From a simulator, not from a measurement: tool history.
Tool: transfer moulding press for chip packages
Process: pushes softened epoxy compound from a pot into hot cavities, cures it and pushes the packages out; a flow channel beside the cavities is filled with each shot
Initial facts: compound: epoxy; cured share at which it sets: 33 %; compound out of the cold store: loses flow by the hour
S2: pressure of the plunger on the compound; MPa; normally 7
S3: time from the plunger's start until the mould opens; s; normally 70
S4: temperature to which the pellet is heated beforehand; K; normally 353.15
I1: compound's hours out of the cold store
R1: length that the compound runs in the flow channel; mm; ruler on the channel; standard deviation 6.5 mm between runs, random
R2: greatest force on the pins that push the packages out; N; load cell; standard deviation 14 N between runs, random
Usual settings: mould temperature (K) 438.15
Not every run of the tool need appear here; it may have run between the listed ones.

run 1 hour=0 | mould_temperature_(K)=438.15 S2=7 S3=70 S4=353.15 | I1=17.2 | R1=907 R2=688
-- hour=27.8 cavities cleaned with cleaning compound and waxed
run 2 hour=60.4 | mould_temperature_(K)=438.15 S2=7.13 S3=70 S4=353.15 | I1=38.7 | R1=818 R2=651
run 3 hour=104.6 | mould_temperature_(K)=438.15 S2=7 S3=62 S4=353.15 | I1=28.8 | R1=851 R2=952
-- hour=126.3 cavities cleaned with cleaning compound and waxed
run 4 hour=167 | mould_temperature_(K)=438.15 S2=7 S3=81 S4=353.15 | I1=27.6 | R1=866 R2=484
run 5 hour=203.6 | mould_temperature_(K)=438.15 S2=7 S3=81 S4=353.15 | I1=28.1 | R1=860 R2=504
-- hour=225.1 cavities cleaned with cleaning compound and waxed
-- hour=273.3 plunger's sealing rings changed
run 6 hour=279.8 | mould_temperature_(K)=438.15 S2=7 S3=93 S4=353.15 | I1=12.9 | R1=949 R2=451
-- hour=287 mould's thermocouples calibrated
-- hour=329.7 cavities cleaned with cleaning compound and waxed
run 7 hour=330.8 | mould_temperature_(K)=438.15 S2=7 S3=70 S4=353.15 | I1=37.2 | R1=823 R2=651
run 8 hour=366.2 | mould_temperature_(K)=438.15 S2=7 S3=70 S4=353.15 | I1=35.2 | R1=820 R2=640
-- hour=431.3 cavities cleaned with cleaning compound and waxed
run 9 hour=448.5 | mould_temperature_(K)=438.15 S2=7 S3=61 S4=353.15 | I1=23.4 | R1=884 R2=994
run 10 hour=495.5 | mould_temperature_(K)=438.15 S2=7 S3=61 S4=353.15 | I1=20.6 | R1=898 R2=1005
-- hour=529.2 cavities cleaned with cleaning compound and waxed
run 11 hour=568.9 | mould_temperature_(K)=438.15 S2=7 S3=61 S4=353.15 | I1=22.6 | R1=895 R2=995
-- hour=629.7 cavities cleaned with cleaning compound and waxed
run 12 hour=638.8 | mould_temperature_(K)=438.15 S2=7 S3=61 S4=353.15 | I1=14.8 | R1=933 R2=1050
run 13 hour=684.1 | mould_temperature_(K)=438.15 S2=7 S3=61 S4=353.15 | I1=47.6 | R1=768 R2=897
-- hour=715.5 plunger's sealing rings changed
-- hour=731.4 cavities cleaned with cleaning compound and waxed
run 14 hour=770.5 | mould_temperature_(K)=438.15 S2=7 S3=61 S4=353.15 | I1=39.6 | R1=805 R2=939
-- hour=831.5 cavities cleaned with cleaning compound and waxed
run 15 hour=850.9 | mould_temperature_(K)=438.15 S2=7 S3=70 S4=346.15 | I1=16.5 | R1=911 R2=734
run 16 hour=912.6 | mould_temperature_(K)=438.15 S2=7 S3=70 S4=354.15 | I1=8.3 | R1=964 R2=735
-- hour=930.4 cavities cleaned with cleaning compound and waxed
run 17 hour=964.4 | mould_temperature_(K)=437.15 S2=6.07 S3=64 S4=352.15 | I1=29.8 | R1=799 R2=928
run 18 hour=1022.5 | mould_temperature_(K)=438.15 S2=5.52 S3=70 S4=353.15 | I1=33.7 | R1=735 R2=645
-- hour=1028.7 cavities cleaned with cleaning compound and waxed
run 19 hour=1079.1 | mould_temperature_(K)=438.15 S2=5.52 S3=70 S4=353.15 | I1=21.1 | R1=788 R2=700
-- hour=1126.7 cavities cleaned with cleaning compound and waxed
run 20 hour=1136.9 | mould_temperature_(K)=438.15 S2=5.52 S3=70 S4=353.15 | I1=33.6 | R1=740 R2=659
-- hour=1155.2 plunger's sealing rings changed
run 21 hour=1174.2 | mould_temperature_(K)=438.15 S2=5.52 S3=53 S4=353.15 | I1=34.2 | R1=741 R2=1417
-- hour=1230.1 cavities cleaned with cleaning compound and waxed
run 22 hour=1241 | mould_temperature_(K)=442.15 S2=7.4 S3=96 S4=351.15 | I1=15.2 | R1=943 R2=437
run 23 hour=1294.2 | mould_temperature_(K)=442.15 S2=7.4 S3=96 S4=351.15 | I1=25.5 | R1=894 R2=425
-- hour=1327 cavities cleaned with cleaning compound and waxed
run 24 hour=1362.5 | mould_temperature_(K)=442.15 S2=7.4 S3=96 S4=351.15 | I1=22.2 | R1=914 R2=454
run 25 hour=1418.3 | mould_temperature_(K)=442.15 S2=7.4 S3=96 S4=351.15 | I1=15.2 | R1=946 R2=446
-- hour=1425.6 cavities cleaned with cleaning compound and waxed
run 26 hour=1475.5 | mould_temperature_(K)=432.15 S2=7.16 S3=67 S4=362.15 | I1=28.2 | R1=882 R2=1101
-- hour=1489.6 mould's thermocouples calibrated
-- hour=1528.3 cavities cleaned with cleaning compound and waxed
run 27 hour=1534.7 | mould_temperature_(K)=438.15 S2=5.52 S3=76 S4=346.15 | I1=10.4 | R1=847 R2=598

Alternative continuations, all from the tool just after run 27; predict every row:
-- hour=1595 plunger's sealing rings changed
run A hour=1595.1 | mould_temperature_(K)=438.15 S2=7 S3=70 S4=359.15 | I1=18.7 | R1=? R2=?
-- hour=1595 plunger's sealing rings changed
run B hour=1595.1 | mould_temperature_(K)=438.15 S2=5.52 S3=81 S4=349.15 | I1=24.7 | R1=? R2=?
-- hour=1595 plunger's sealing rings changed
run C hour=1595.1 | mould_temperature_(K)=438.15 S2=5.94 S3=99 S4=346.15 | I1=25.8 | R1=? R2=?
-- hour=1595 plunger's sealing rings changed
run D hour=1595.1 | mould_temperature_(K)=444.15 S2=7 S3=70 S4=353.15 | I1=41.3 | R1=? R2=?

run=A R1=903 R2=663
run=B R1=786 R2=500
run=C R1=810 R2=441
run=D R1=796 R2=491
The same runs, with their run-to-run variation unchanged, on a tool lacking any hidden condition would have given:
run=A R1=903 R2=656
run=B R1=786 R2=495
run=C R1=810 R2=436
run=D R1=796 R2=486
